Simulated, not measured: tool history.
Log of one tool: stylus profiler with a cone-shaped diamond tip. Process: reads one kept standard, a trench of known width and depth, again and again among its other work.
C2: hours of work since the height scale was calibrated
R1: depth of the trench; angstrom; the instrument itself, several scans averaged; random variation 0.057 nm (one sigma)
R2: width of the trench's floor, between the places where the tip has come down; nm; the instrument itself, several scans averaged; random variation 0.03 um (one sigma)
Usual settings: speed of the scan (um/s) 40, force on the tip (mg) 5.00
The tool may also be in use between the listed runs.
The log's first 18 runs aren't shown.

{"run": 19, "day": 9.879, "speed of the scan (um/s)": 52, "force on the tip (mg)": 5.0, "scans with this tip": 1578, "C2": 275, "R1": 2046.7, "R2": 16910}
{"run": 20, "day": 10.329, "speed of the scan (um/s)": 11, "force on the tip (mg)": 4.28, "scans with this tip": 1610, "C2": 280, "R1": 2041.6, "R2": 16950}
{"run": 21, "day": 10.858, "speed of the scan (um/s)": 23, "force on the tip (mg)": 2.47, "scans with this tip": 1648, "C2": 287, "R1": 2027.2, "R2": 16950}
{"run": 22, "day": 11.358, "speed of the scan (um/s)": 23, "force on the tip (mg)": 2.47, "scans with this tip": 1684, "C2": 293, "R1": 2027.8, "R2": 16880}
{"run": 23, "day": 11.762, "speed of the scan (um/s)": 23, "force on the tip (mg)": 2.47, "scans with this tip": 1713, "C2": 298, "R1": 2027.7, "R2": 16910}
{"run": 24, "day": 12.45, "speed of the scan (um/s)": 49, "force on the tip (mg)": 2.47, "scans with this tip": 1762, "C2": 307, "R1": 2026.7, "R2": 16840}
{"run": 25, "day": 12.938, "speed of the scan (um/s)": 95, "force on the tip (mg)": 4.45, "scans with this tip": 1797, "C2": 313, "R1": 2041.8, "R2": 16710}
{"run": 26, "day": 13.546, "speed of the scan (um/s)": 22, "force on the tip (mg)": 3.9, "scans with this tip": 1841, "C2": 320, "R1": 2038.9, "R2": 16920}
{"run": 27, "day": 13.846, "speed of the scan (um/s)": 22, "force on the tip (mg)": 3.9, "scans with this tip": 1862, "C2": 324, "R1": 2039.6, "R2": 16950}
{"run": 28, "day": 14.492, "speed of the scan (um/s)": 71, "force on the tip (mg)": 7.25, "scans with this tip": 1909, "C2": 332, "R1": 2060.1, "R2": 16860}
{"run": 29, "day": 15.096, "speed of the scan (um/s)": 71, "force on the tip (mg)": 7.25, "scans with this tip": 1952, "C2": 340, "R1": 2058.3, "R2": 16870}
{"run": 30, "day": 15.546, "speed of the scan (um/s)": 19, "force on the tip (mg)": 3.5, "scans with this tip": 1984, "C2": 345, "R1": 2035.4, "R2": 16850}
{"run": 31, "day": 16.192, "speed of the scan (um/s)": 87, "force on the tip (mg)": 7.65, "scans with this tip": 2031, "C2": 354, "R1": 2062.0, "R2": 16800}
{"run": 32, "day": 16.879, "speed of the scan (um/s)": 32, "force on the tip (mg)": 12.53, "scans with this tip": 2080, "C2": 362, "R1": 2086.6, "R2": 16920}
{"run": 33, "day": 17.317, "speed of the scan (um/s)": 50, "force on the tip (mg)": 8.24, "scans with this tip": 2111, "C2": 368, "R1": 2065.4, "R2": 16910}
{"run": 34, "day": 18.008, "speed of the scan (um/s)": 50, "force on the tip (mg)": 8.24, "scans with this tip": 2161, "C2": 376, "R1": 2065.1, "R2": 16900}
{"run": 35, "day": 18.308, "speed of the scan (um/s)": 50, "force on the tip (mg)": 8.24, "scans with this tip": 2182, "C2": 380, "R1": 2065.4, "R2": 16840}
{"run": 36, "day": 18.692, "speed of the scan (um/s)": 18, "force on the tip (mg)": 8.72, "scans with this tip": 2210, "C2": 385, "R1": 2068.8, "R2": 16890}
{"run": 37, "day": 19.129, "speed of the scan (um/s)": 18, "force on the tip (mg)": 8.72, "scans with this tip": 2241, "C2": 390, "R1": 2067.8, "R2": 16860}

3 ways to go on from here, each from the tool as it stands after run 37. What would each give?
{"run": "A", "day": 19.833, "speed of the scan (um/s)": 156, "force on the tip (mg)": 2.56, "scans with this tip": 2292, "C2": 399, "R1": "?", "R2": "?"}
{"run": "B", "day": 19.833, "speed of the scan (um/s)": 52, "force on the tip (mg)": 4.26, "scans with this tip": 2292, "C2": 399, "R1": "?", "R2": "?"}
{"run": "C", "day": 19.833, "speed of the scan (um/s)": 77, "force on the tip (mg)": 11.62, "scans with this tip": 2292, "C2": 399, "R1": "?", "R2": "?"}

run=A R1=2028.6 R2=16490
run=B R1=2041.9 R2=16780
run=C R1=2081.7 R2=16780
Without the tool's hidden state the same runs would have given:
run=A R1=2031.0 R2=16770
run=B R1=2044.4 R2=17060
run=C R1=2084.2 R2=17070

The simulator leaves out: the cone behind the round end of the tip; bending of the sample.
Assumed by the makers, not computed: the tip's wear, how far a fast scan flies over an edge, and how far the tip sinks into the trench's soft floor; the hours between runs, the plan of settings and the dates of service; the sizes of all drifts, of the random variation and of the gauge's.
